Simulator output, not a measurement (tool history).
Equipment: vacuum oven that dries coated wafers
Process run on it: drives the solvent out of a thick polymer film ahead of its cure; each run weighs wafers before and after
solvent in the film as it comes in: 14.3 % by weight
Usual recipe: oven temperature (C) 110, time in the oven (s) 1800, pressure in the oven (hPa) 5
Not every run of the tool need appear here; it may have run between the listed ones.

run 1 day=0 | oven_temperature_(C)=110 time_in_the_oven_(s)=1800 pressure_in_the_oven_(hPa)=5 | solvent_left_in_the_film_(%)=0.74
run 2 day=0.308 | oven_temperature_(C)=110 time_in_the_oven_(s)=1800 pressure_in_the_oven_(hPa)=5 | solvent_left_in_the_film_(%)=0.74
run 3 day=0.908 | oven_temperature_(C)=110 time_in_the_oven_(s)=1800 pressure_in_the_oven_(hPa)=5 | solvent_left_in_the_film_(%)=0.7
run 4 day=1.238 | oven_temperature_(C)=110 time_in_the_oven_(s)=1800 pressure_in_the_oven_(hPa)=5 | solvent_left_in_the_film_(%)=0.72
run 5 day=1.679 | oven_temperature_(C)=110 time_in_the_oven_(s)=1800 pressure_in_the_oven_(hPa)=5 | solvent_left_in_the_film_(%)=0.73
run 6 day=2.146 | oven_temperature_(C)=110 time_in_the_oven_(s)=1800 pressure_in_the_oven_(hPa)=5 | solvent_left_in_the_film_(%)=0.76
run 7 day=2.679 | oven_temperature_(C)=110 time_in_the_oven_(s)=1800 pressure_in_the_oven_(hPa)=5 | solvent_left_in_the_film_(%)=0.81
run 8 day=3.175 | oven_temperature_(C)=110 time_in_the_oven_(s)=1800 pressure_in_the_oven_(hPa)=5 | solvent_left_in_the_film_(%)=0.78
run 9 day=3.725 | oven_temperature_(C)=110 time_in_the_oven_(s)=1800 pressure_in_the_oven_(hPa)=10.24 | solvent_left_in_the_film_(%)=1.09
run 10 day=4.271 | oven_temperature_(C)=110 time_in_the_oven_(s)=1800 pressure_in_the_oven_(hPa)=5 | solvent_left_in_the_film_(%)=0.8
run 11 day=4.554 | oven_temperature_(C)=110 time_in_the_oven_(s)=1800 pressure_in_the_oven_(hPa)=5 | solvent_left_in_the_film_(%)=0.77
run 12 day=5.2 | oven_temperature_(C)=110 time_in_the_oven_(s)=1800 pressure_in_the_oven_(hPa)=5 | solvent_left_in_the_film_(%)=0.74
run 13 day=5.779 | oven_temperature_(C)=110 time_in_the_oven_(s)=1800 pressure_in_the_oven_(hPa)=5 | solvent_left_in_the_film_(%)=0.75
run 14 day=6.35 | oven_temperature_(C)=110 time_in_the_oven_(s)=1860 pressure_in_the_oven_(hPa)=5 | solvent_left_in_the_film_(%)=0.75
run 15 day=6.858 | oven_temperature_(C)=110 time_in_the_oven_(s)=1860 pressure_in_the_oven_(hPa)=5 | solvent_left_in_the_film_(%)=0.72
run 16 day=7.504 | oven_temperature_(C)=110 time_in_the_oven_(s)=1860 pressure_in_the_oven_(hPa)=5 | solvent_left_in_the_film_(%)=0.74
run 17 day=8.008 | oven_temperature_(C)=110 time_in_the_oven_(s)=1800 pressure_in_the_oven_(hPa)=5 | solvent_left_in_the_film_(%)=0.75
run 18 day=8.3 | oven_temperature_(C)=112 time_in_the_oven_(s)=1800 pressure_in_the_oven_(hPa)=5 | solvent_left_in_the_film_(%)=0.63
run 19 day=8.625 | oven_temperature_(C)=110 time_in_the_oven_(s)=1800 pressure_in_the_oven_(hPa)=9.16 | solvent_left_in_the_film_(%)=1.06
run 20 day=8.958 | oven_temperature_(C)=110 time_in_the_oven_(s)=1800 pressure_in_the_oven_(hPa)=5 | solvent_left_in_the_film_(%)=0.78
run 21 day=9.604 | oven_temperature_(C)=101 time_in_the_oven_(s)=1800 pressure_in_the_oven_(hPa)=5 | solvent_left_in_the_film_(%)=1.89
run 22 day=9.992 | oven_temperature_(C)=101 time_in_the_oven_(s)=1800 pressure_in_the_oven_(hPa)=5 | solvent_left_in_the_film_(%)=1.89
run 23 day=10.404 | oven_temperature_(C)=110 time_in_the_oven_(s)=1800 pressure_in_the_oven_(hPa)=5 | solvent_left_in_the_film_(%)=0.78
run 24 day=10.742 | oven_temperature_(C)=122 time_in_the_oven_(s)=1800 pressure_in_the_oven_(hPa)=6.26 | solvent_left_in_the_film_(%)=0.31
run 25 day=11.412 | oven_temperature_(C)=122 time_in_the_oven_(s)=1800 pressure_in_the_oven_(hPa)=6.26 | solvent_left_in_the_film_(%)=0.36
run 26 day=11.896 | oven_temperature_(C)=121 time_in_the_oven_(s)=2880 pressure_in_the_oven_(hPa)=14.28 | solvent_left_in_the_film_(%)=0.7
run 27 day=12.225 | oven_temperature_(C)=118 time_in_the_oven_(s)=2880 pressure_in_the_oven_(hPa)=2.91 | solvent_left_in_the_film_(%)=0.16
run 28 day=12.658 | oven_temperature_(C)=110 time_in_the_oven_(s)=960 pressure_in_the_oven_(hPa)=3.85 | solvent_left_in_the_film_(%)=2.25
run 29 day=13.279 | oven_temperature_(C)=110 time_in_the_oven_(s)=960 pressure_in_the_oven_(hPa)=3.85 | solvent_left_in_the_film_(%)=2.27
run 30 day=13.938 | oven_temperature_(C)=116 time_in_the_oven_(s)=1740 pressure_in_the_oven_(hPa)=11.94 | solvent_left_in_the_film_(%)=0.85
run 31 day=14.517 | oven_temperature_(C)=99 time_in_the_oven_(s)=1800 pressure_in_the_oven_(hPa)=5 | solvent_left_in_the_film_(%)=2.31
run 32 day=14.962 | oven_temperature_(C)=95 time_in_the_oven_(s)=1800 pressure_in_the_oven_(hPa)=11.33 | solvent_left_in_the_film_(%)=3.75
run 33 day=15.404 | oven_temperature_(C)=95 time_in_the_oven_(s)=1800 pressure_in_the_oven_(hPa)=11.33 | solvent_left_in_the_film_(%)=3.74
run 34 day=15.883 | oven_temperature_(C)=95 time_in_the_oven_(s)=1800 pressure_in_the_oven_(hPa)=11.33 | solvent_left_in_the_film_(%)=3.75
run 35 day=16.275 | oven_temperature_(C)=114 time_in_the_oven_(s)=1440 pressure_in_the_oven_(hPa)=7.85 | solvent_left_in_the_film_(%)=0.94
run 36 day=16.583 | oven_temperature_(C)=120 time_in_the_oven_(s)=1680 pressure_in_the_oven_(hPa)=11 | solvent_left_in_the_film_(%)=0.63
run 37 day=17.238 | oven_temperature_(C)=110 time_in_the_oven_(s)=2220 pressure_in_the_oven_(hPa)=18.69 | solvent_left_in_the_film_(%)=1.49
run 38 day=17.908 | oven_temperature_(C)=101 time_in_the_oven_(s)=1380 pressure_in_the_oven_(hPa)=7.41 | solvent_left_in_the_film_(%)=3.04
run 39 day=18.529 | oven_temperature_(C)=101 time_in_the_oven_(s)=1380 pressure_in_the_oven_(hPa)=7.41 | solvent_left_in_the_film_(%)=3.06
run 40 day=19.108 | oven_temperature_(C)=101 time_in_the_oven_(s)=1380 pressure_in_the_oven_(hPa)=7.41 | solvent_left_in_the_film_(%)=3.06
run 41 day=19.529 | oven_temperature_(C)=123 time_in_the_oven_(s)=1380 pressure_in_the_oven_(hPa)=14.51 | solvent_left_in_the_film_(%)=0.75
run 42 day=19.812 | oven_temperature_(C)=119 time_in_the_oven_(s)=1380 pressure_in_the_oven_(hPa)=4.28 | solvent_left_in_the_film_(%)=0.48
run 43 day=20.279 | oven_temperature_(C)=110 time_in_the_oven_(s)=2580 pressure_in_the_oven_(hPa)=4.69 | solvent_left_in_the_film_(%)=0.46
run 44 day=20.825 | oven_temperature_(C)=120 time_in_the_oven_(s)=1320 pressure_in_the_oven_(hPa)=5 | solvent_left_in_the_film_(%)=0.54
run 45 day=21.3 | oven_temperature_(C)=120 time_in_the_oven_(s)=1320 pressure_in_the_oven_(hPa)=5 | solvent_left_in_the_film_(%)=0.54
run 46 day=21.7 | oven_temperature_(C)=110 time_in_the_oven_(s)=1560 pressure_in_the_oven_(hPa)=3.78 | solvent_left_in_the_film_(%)=1

5 ways to go on from here, each from the tool as it stands after run 46. What would each give?
run A day=22.1 | oven_temperature_(C)=107 time_in_the_oven_(s)=1800 pressure_in_the_oven_(hPa)=5 | solvent_left_in_the_film_(%)=?
run B day=22.1 | oven_temperature_(C)=120 time_in_the_oven_(s)=1920 pressure_in_the_oven_(hPa)=5 | solvent_left_in_the_film_(%)=?
run C day=22.1 | oven_temperature_(C)=109 time_in_the_oven_(s)=1800 pressure_in_the_oven_(hPa)=7.85 | solvent_left_in_the_film_(%)=?
run D day=22.1 | oven_temperature_(C)=110 time_in_the_oven_(s)=1560 pressure_in_the_oven_(hPa)=6.9 | solvent_left_in_the_film_(%)=?
run E day=22.1 | oven_temperature_(C)=110 time_in_the_oven_(s)=900 pressure_in_the_oven_(hPa)=5 | solvent_left_in_the_film_(%)=?

run=A solvent_left_in_the_film_(%)=1.13
run=B solvent_left_in_the_film_(%)=0.31
run=C solvent_left_in_the_film_(%)=1.08
run=D solvent_left_in_the_film_(%)=1.19
run=E solvent_left_in_the_film_(%)=2.65
What these runs would have given with no unlogged condition in the tool:
run=A solvent_left_in_the_film_(%)=0.96
run=B solvent_left_in_the_film_(%)=0.27
run=C solvent_left_in_the_film_(%)=0.93
run=D solvent_left_in_the_film_(%)=1.02
run=E solvent_left_in_the_film_(%)=2.36
